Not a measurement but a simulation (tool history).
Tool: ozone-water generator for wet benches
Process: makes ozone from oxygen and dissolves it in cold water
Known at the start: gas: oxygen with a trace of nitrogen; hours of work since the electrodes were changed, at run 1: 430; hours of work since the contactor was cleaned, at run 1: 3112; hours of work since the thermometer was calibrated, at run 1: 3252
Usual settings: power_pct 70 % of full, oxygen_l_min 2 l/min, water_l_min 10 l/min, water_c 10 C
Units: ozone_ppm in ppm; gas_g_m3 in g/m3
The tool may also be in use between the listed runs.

run    hour  power_pct  oxygen_l_min  water_l_min  water_c  hours of work since the electrodes were changed  hours of work since the contactor was cleaned  hours of work since the thermometer was calibrated  ozone_ppm  gas_g_m3
  1       0         70             2           10       10                                              430                                           3112                                                3252       18.3     193.2
  2    72.7         70             2           10       10                                              476                                           3159                                                3298       18.6       193
  3   117.1         70             2           10       10                                              504                                           3187                                                3326       18.4     191.4
  4   179.7         70             2           10       10                                              544                                           3227                                                3366       18.3     190.7
  5   241.7         66             2           10       10                                              583                                           3266                                                3405       17.6     182.2
  6   328.6         70             2           10       10                                              639                                           3321                                                3461       18.6     189.3
  7   421.7         70             2           10       10                                              698                                           3380                                                3520       18.5     190.9
  8     501         70             2           10       10                                              748                                           3431                                                3570       18.3     190.7
  9   552.2         90             2           10       10                                              781                                           3463                                                3603       22.9     239.2
 10   628.2         90             2           10       10                                              829                                           3512                                                3651       22.7       239
 11   689.4         90             2           10       10                                              868                                           3551                                                3690         23     238.3
 12   771.8         90             2           10       10                                              920                                           3603                                                3742         23     237.1
 13   837.7         70             2           10       10                                              962                                           3645                                                3784       18.3     191.2
 14     884         70             2           10       12                                              992                                           3674                                                3814         18     189.6
 15   938.1         70             2           10       10                                             1026                                           3709                                                3848       18.3       191
 16  1011.8         70             2           10       16                                             1073                                           3756                                                3895       17.4     189.8
 17  1063.3         70             2           10       16                                             1106                                           3788                                                3928       17.2     189.7
 18  1132.9         51          1.14            8        5                                             1150                                           3833                                                3972       15.7     190.2
     1213.6  -- water thermometer calibrated
 19  1217.3         70             2           10       10                                             1203                                           3886                                                   2       18.1     190.4
 20  1294.4         67             2           12        9                                             1252                                           3935                                                  51       14.9       185
 21  1365.5         69             2           12       10                                             1298                                           3980                                                  97       15.3     189.5
 22  1445.6         69             2           12       10                                             1349                                           4031                                                 148       15.5     189.6
 23  1527.8         66             2            9       10                                             1401                                           4083                                                 200       19.1     181.2
 24  1598.8         66             2            9       10                                             1446                                           4129                                                 245       19.1     181.6
 25    1688         81          2.03           11       12                                             1503                                           4185                                                 302       18.7     215.5
 26  1784.3         70          1.46           10       12                                             1564                                           4247                                                 363       16.9     223.5
 27  1878.6         55          3.12           12       12                                             1624                                           4307                                                 423       13.4     124.5
 28  1948.3         40          1.63            8       10                                             1668                                           4351                                                 467       13.2     130.1
 29  2020.4         40          1.99            7       10                                             1714                                           4397                                                 513       15.3     116.3
 30  2092.6         61          2.56           10       13                                             1760                                           4443                                                 559       16.2     151.7
 31  2190.2         61          2.56           10       13                                             1822                                           4505                                                 621       16.3     151.9
 32  2280.7         61          2.56           10       13                                             1879                                           4562                                                 678       16.4     149.4

4 ways to go on from here, each from the tool as it stands after run 32. What would each give?
  A  2341.9         45          1.34           16       10                                             1918                                           4601                                                 717          ?         ?
  B  2341.9         89             2            6       17                                             1918                                           4601                                                 717          ?         ?
  C  2341.9         43             2           10       10                                             1918                                           4601                                                 717          ?         ?
  D  2341.9         60          2.56            7       16                                             1918                                           4601                                                 717          ?         ?

run  ozone_ppm  gas_g_m3
  A          7     156.6
  B       31.2       237
  C         12     124.5
  D       20.7     147.6
Without the tool's hidden state the same runs would have given:
run  ozone_ppm  gas_g_m3
  A        7.1     156.6
  B       31.2     237.2
  C         12     124.6
  D       20.7     147.7

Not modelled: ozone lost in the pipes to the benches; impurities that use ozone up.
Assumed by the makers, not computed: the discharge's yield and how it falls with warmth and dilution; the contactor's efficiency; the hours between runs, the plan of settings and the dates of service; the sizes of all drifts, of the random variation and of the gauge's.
